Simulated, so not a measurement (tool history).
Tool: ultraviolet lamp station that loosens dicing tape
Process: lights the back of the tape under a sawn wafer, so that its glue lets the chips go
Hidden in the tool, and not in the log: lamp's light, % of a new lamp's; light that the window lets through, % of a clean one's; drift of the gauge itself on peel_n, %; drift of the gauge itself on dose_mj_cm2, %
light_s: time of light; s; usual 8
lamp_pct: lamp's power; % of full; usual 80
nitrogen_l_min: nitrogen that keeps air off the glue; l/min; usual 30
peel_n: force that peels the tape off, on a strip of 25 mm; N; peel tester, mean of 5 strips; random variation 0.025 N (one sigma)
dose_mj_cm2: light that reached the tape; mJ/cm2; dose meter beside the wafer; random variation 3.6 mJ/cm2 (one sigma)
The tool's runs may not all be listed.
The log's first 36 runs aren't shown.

run,hour,light_s,lamp_pct,nitrogen_l_min,hours of work of the lamp,hours of work since the window was cleaned,peel_n,dose_mj_cm2
37,616.1,16,67,10,733,37,1.368,868
38,625.7,4,95,10,739,43,5.4,307
39,638.3,7,81,10,746,51,3.719,455
40,650.3,8,64,10,754,58,3.961,410
41,664,6,91,21,762,66,2.684,436
42,678.3,8,80,17,771,75,2.316,510
43,696.7,10,88,17,782,86,1.404,701
44,707.7,5,97,30,788,93,2.682,383

3 ways to go on from here, each from the tool as it stands after run 44. What would each give?
A,730.2,8,80,24,802,107,?,?
B,730.2,15,91,16,802,107,?,?
C,730.2,5,90,51,802,107,?,?

run,peel_n,dose_mj_cm2
A,1.947,504
B,0.597,1079
C,2.243,356
Without the tool's hidden state the same runs would have given:
run,peel_n,dose_mj_cm2
A,1.421,600
B,0.416,1285
C,1.673,423
